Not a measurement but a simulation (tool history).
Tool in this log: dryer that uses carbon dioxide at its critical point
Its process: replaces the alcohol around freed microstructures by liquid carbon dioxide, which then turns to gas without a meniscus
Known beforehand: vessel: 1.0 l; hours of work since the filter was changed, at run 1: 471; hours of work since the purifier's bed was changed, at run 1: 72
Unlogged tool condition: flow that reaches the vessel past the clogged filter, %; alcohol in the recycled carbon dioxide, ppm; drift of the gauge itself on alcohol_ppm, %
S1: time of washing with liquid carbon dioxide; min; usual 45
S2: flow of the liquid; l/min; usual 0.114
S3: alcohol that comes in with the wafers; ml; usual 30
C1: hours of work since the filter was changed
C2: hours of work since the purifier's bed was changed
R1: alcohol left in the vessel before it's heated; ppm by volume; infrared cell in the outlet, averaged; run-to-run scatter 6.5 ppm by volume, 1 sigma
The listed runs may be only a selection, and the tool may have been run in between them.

run    day  S1     S2   S3   C1   C2    R1
  1      0  45  0.114   30  471   72   513
  2  0.388  45  0.114   30  475   76   521
  3  0.754  45  0.114   30  478   80   518
  4  1.408  45  0.114   30  485   86   520
     1.742  -- inlet filter changed
  5  1.938  45  0.114   30    2   92   286
  6  2.354  45  0.114  101    6   96   932
  7   2.85  45  0.114  101   11  101   956
  8  3.371  45  0.114  101   17  106   980
  9  3.838  45  0.114  101   22  111   980
 10  4.438  45  0.114  101   28  117   985
 11  4.808  45  0.114  101   32  121  1000
 12  5.338  37  0.088   39   37  127  2165
 13  5.729  37  0.088   39   41  131  2177

Run 14 comes next. What will it give?
 14  6.017  27  0.106  23  44  134   ?

Logged for run 14: R1 1789 ppm by volume.
Take away the tool's hidden state, keep the run-to-run variation as it was, and the same run would have given R1 1711 ppm by volume.
